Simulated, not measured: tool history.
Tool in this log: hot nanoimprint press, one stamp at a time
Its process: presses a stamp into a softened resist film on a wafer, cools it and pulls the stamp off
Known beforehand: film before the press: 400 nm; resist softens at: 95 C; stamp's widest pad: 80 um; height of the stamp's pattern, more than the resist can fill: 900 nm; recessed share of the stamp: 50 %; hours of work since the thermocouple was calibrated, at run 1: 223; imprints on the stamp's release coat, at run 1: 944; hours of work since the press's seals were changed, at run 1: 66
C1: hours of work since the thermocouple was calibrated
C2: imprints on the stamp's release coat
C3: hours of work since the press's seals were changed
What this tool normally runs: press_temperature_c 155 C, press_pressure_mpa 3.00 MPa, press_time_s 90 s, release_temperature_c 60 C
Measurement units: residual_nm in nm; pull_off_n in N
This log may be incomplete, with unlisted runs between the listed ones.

Run 1, hour 0.0: usual settings; C1 223; C2 944; C3 66. Result: residual_nm 182.2 nm, pull_off_n 241 N.
Run 2, hour 16.5: usual settings; C1 233; C2 991; C3 76. Result: residual_nm 182.4 nm, pull_off_n 236 N.
At hour 35.8: stamp cleaned and given a new release coat.
Run 3, hour 44.1: usual settings; C1 245; C2 23; C3 89. Result: residual_nm 183.8 nm, pull_off_n 170 N.
Run 4, hour 63.7: usual settings but press_temperature_c 166 C; C1 257; C2 78; C3 100. Result: residual_nm 108.6 nm, pull_off_n 180 N.
Run 5, hour 90.3: usual settings but press_temperature_c 166 C; C1 272; C2 152; C3 116. Result: residual_nm 108.9 nm, pull_off_n 173 N.
Run 6, hour 122.3: usual settings but press_temperature_c 166 C; C1 291; C2 241; C3 134. Result: residual_nm 107.7 nm, pull_off_n 186 N.
Run 7, hour 145.8: usual settings; C1 305; C2 307; C3 148. Result: residual_nm 181.0 nm, pull_off_n 191 N.
Run 8, hour 168.4: usual settings; C1 318; C2 370; C3 161. Result: residual_nm 180.9 nm, pull_off_n 194 N.
Run 9, hour 195.4: usual settings; C1 333; C2 446; C3 177. Result: residual_nm 181.5 nm, pull_off_n 197 N.
Run 10, hour 228.1: usual settings but press_pressure_mpa 4.17 MPa; C1 353; C2 537; C3 196. Result: residual_nm 156.9 nm, pull_off_n 204 N.
Run 11, hour 251.3: usual settings; C1 366; C2 602; C3 209. Result: residual_nm 178.3 nm, pull_off_n 208 N.
At hour 256.5: plate thermocouple calibrated.
Run 12, hour 271.3: usual settings but press_pressure_mpa 2.18 MPa; C1 9; C2 649; C3 219. Result: residual_nm 196.4 nm, pull_off_n 203 N.
Run 13, hour 301.4: usual settings; C1 26; C2 734; C3 237. Result: residual_nm 174.4 nm, pull_off_n 221 N.
Run 14, hour 330.8: usual settings but press_temperature_c 145 C; C1 43; C2 816; C3 254. Result: residual_nm 267.6 nm, pull_off_n 211 N.
Run 15, hour 347.5: usual settings but press_temperature_c 145 C; C1 53; C2 862; C3 264. Result: residual_nm 265.0 nm, pull_off_n 226 N.
Run 16, hour 367.6: usual settings but press_temperature_c 145 C; C1 65; C2 919; C3 275. Result: residual_nm 264.8 nm, pull_off_n 225 N.
Run 17, hour 395.1: usual settings but press_pressure_mpa 2.81 MPa, press_time_s 161 s; C1 81; C2 995; C3 291. Result: residual_nm 137.2 nm, pull_off_n 230 N.
At hour 402.5: plate thermocouple calibrated, once more.
At hour 416.1: stamp cleaned and given a new release coat.
Run 18, hour 431.9: usual settings but press_temperature_c 166 C, press_pressure_mpa 1.97 MPa, press_time_s 52 s, release_temperature_c 50 C; C1 14; C2 44; C3 308. Result: residual_nm 173.8 nm, pull_off_n 208 N.
Run 19, hour 454.7: usual settings but press_temperature_c 160 C, press_pressure_mpa 1.97 MPa, press_time_s 99 s, release_temperature_c 50 C; C1 27; C2 108; C3 321. Result: residual_nm 172.2 nm, pull_off_n 218 N.
Run 20, hour 471.1: usual settings but press_time_s 77 s; C1 36; C2 154; C3 331. Result: residual_nm 199.2 nm, pull_off_n 186 N.
Run 21, hour 489.6: usual settings but press_temperature_c 164 C, release_temperature_c 47 C; C1 47; C2 205; C3 341. Result: residual_nm 125.0 nm, pull_off_n 237 N.
Run 22, hour 517.5: usual settings but press_pressure_mpa 2.02 MPa; C1 63; C2 283; C3 358. Result: residual_nm 222.1 nm, pull_off_n 193 N.
Run 23, hour 547.1: usual settings but press_temperature_c 166 C, press_pressure_mpa 2.32 MPa, press_time_s 58 s, release_temperature_c 47 C; C1 81; C2 366; C3 375. Result: residual_nm 151.6 nm, pull_off_n 249 N.
Run 24, hour 567.3: usual settings but press_temperature_c 166 C, press_pressure_mpa 2.32 MPa, press_time_s 58 s, release_temperature_c 47 C; C1 93; C2 423; C3 387. Result: residual_nm 153.5 nm, pull_off_n 255 N.
Run 25, hour 598.4: usual settings but press_temperature_c 166 C, press_pressure_mpa 2.32 MPa, press_time_s 58 s, release_temperature_c 47 C; C1 111; C2 509; C3 405. Result: residual_nm 151.7 nm, pull_off_n 274 N.
Run 26, hour 630.0: usual settings but press_temperature_c 166 C, press_pressure_mpa 3.19 MPa, press_time_s 58 s, release_temperature_c 46 C; C1 129; C2 598; C3 423. Result: residual_nm 130.6 nm, pull_off_n 275 N.
Run 27, hour 655.2: usual settings but press_temperature_c 144 C, press_pressure_mpa 2.75 MPa, press_time_s 160 s, release_temperature_c 46 C; C1 144; C2 668; C3 438. Result: residual_nm 256.5 nm, pull_off_n 289 N.
Run 28, hour 675.8: usual settings but press_temperature_c 144 C, press_pressure_mpa 2.52 MPa, press_time_s 160 s, release_temperature_c 46 C; C1 156; C2 726; C3 450. Result: residual_nm 267.3 nm, pull_off_n 300 N.
Run 29, hour 707.6: usual settings but press_temperature_c 152 C, press_pressure_mpa 1.81 MPa, press_time_s 71 s, release_temperature_c 46 C; C1 174; C2 815; C3 468. Result: residual_nm 271.1 nm, pull_off_n 299 N.
Run 30, hour 735.7: usual settings but press_temperature_c 162 C, press_pressure_mpa 2.07 MPa, press_time_s 50 s, release_temperature_c 57 C; C1 191; C2 893; C3 485. Result: residual_nm 196.3 nm, pull_off_n 251 N.
Run 31, hour 764.2: usual settings but press_temperature_c 162 C, press_pressure_mpa 2.07 MPa, press_time_s 50 s, release_temperature_c 57 C; C1 207; C2 973; C3 501. Result: residual_nm 195.7 nm, pull_off_n 249 N.

Measured less the same run without the tool's hidden state. The same run-to-run variation is in both; the gauge's scatter may not be:
Hidden conditions of the tool in this case: true temperature over the reading, C; pressure that arrives at the usual setting, %; grip of the stamp's worn release coat, % over a new coat's; drift of the gauge itself on residual_nm, %; drift of the gauge itself on pull_off_n, %.
run  residual_nm  pull_off_n
  1         -6.9         +64
  2         -7.3         +66
  3         -7.7          -2
  4         -4.8          +1
  5         -5.2          +5
  6         -5.5         +12
  7         -9.7         +16
  8        -10.3         +20
  9        -10.8         +25
 10        -10.3         +31
 11        -11.9         +35
 12        -17.8         +34
 13        -17.5         +43
 14        -21.0         +45
 15        -21.2         +51
 16        -21.8         +53
 17        -16.9         +58
 18         +0.7          +3
 19         +0.2          +8
 20         +0.3         +10
 21         +0.0         +17
 22         -1.3         +18
 23         -1.2         +30
 24         -1.5         +35
 25         -2.0         +44
 26         -2.0         +51
 27         -4.7         +59
 28         -5.3         +66
 29         -5.6         +72
 30         -5.3         +65
 31         -5.9         +68
